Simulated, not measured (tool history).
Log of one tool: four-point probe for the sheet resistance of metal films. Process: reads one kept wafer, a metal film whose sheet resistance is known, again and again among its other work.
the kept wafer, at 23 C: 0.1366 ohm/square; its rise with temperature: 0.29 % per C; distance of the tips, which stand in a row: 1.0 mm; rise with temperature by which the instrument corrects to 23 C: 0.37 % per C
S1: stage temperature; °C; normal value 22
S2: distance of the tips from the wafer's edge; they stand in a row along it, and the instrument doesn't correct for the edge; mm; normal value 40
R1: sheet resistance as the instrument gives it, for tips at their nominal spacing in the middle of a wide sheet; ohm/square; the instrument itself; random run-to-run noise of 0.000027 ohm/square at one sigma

run   hour  S1  S2        R1
  1      0  22  40  0.137249
  2     16  22  40  0.137244
  3   33.1  22  40  0.137206
  4   49.5  22   4  0.141708
  5   61.1  22   4  0.141681
  6   70.6  22   4  0.141647
  7     79  22  40  0.137174
  8   95.8  31  40  0.136294
  9  105.6  31  40  0.136272
 10  113.6  31  40  0.136256
 11  129.2  22  40  0.137291
 12  137.9  22  40  0.137237
 13  150.9  22  40  0.137216
 14  162.8  23  30  0.137158
 15  175.6  28  55  0.136538
 16  193.5  29  38  0.136403
 17  203.6  22  16  0.137431
 18  221.4  31   8  0.137297
 19  234.5  31   8  0.137299
 20  250.9  31  65  0.136216
 21  266.2  19  72  0.137462
 22  277.3  28  37  0.136549
 23  294.1  19  33  0.137542
 24  303.5  19  33  0.137584
 25  314.9  28  40  0.136567

What would each run have given without the hidden state, its run-to-run variation left as it was?
The hidden state here: inner tips' distance over the nominal, %; tips' flats over new ones', %; wafer's true temperature over the reading, C; drift of the gauge itself on sheet_ohm, %.
run        R1
  1  0.136725
  2  0.136726
  3  0.136694
  4  0.141187
  5  0.141165
  6  0.141134
  7   0.13668
  8  0.135805
  9  0.135787
 10  0.135774
 11  0.136815
 12  0.136764
 13  0.136747
 14  0.136694
 15  0.136079
 16  0.135951
 17  0.136981
 18  0.136851
 19  0.136857
 20  0.135783
 21  0.137035
 22  0.136125
 23  0.137125
 24   0.13717
 25  0.136156

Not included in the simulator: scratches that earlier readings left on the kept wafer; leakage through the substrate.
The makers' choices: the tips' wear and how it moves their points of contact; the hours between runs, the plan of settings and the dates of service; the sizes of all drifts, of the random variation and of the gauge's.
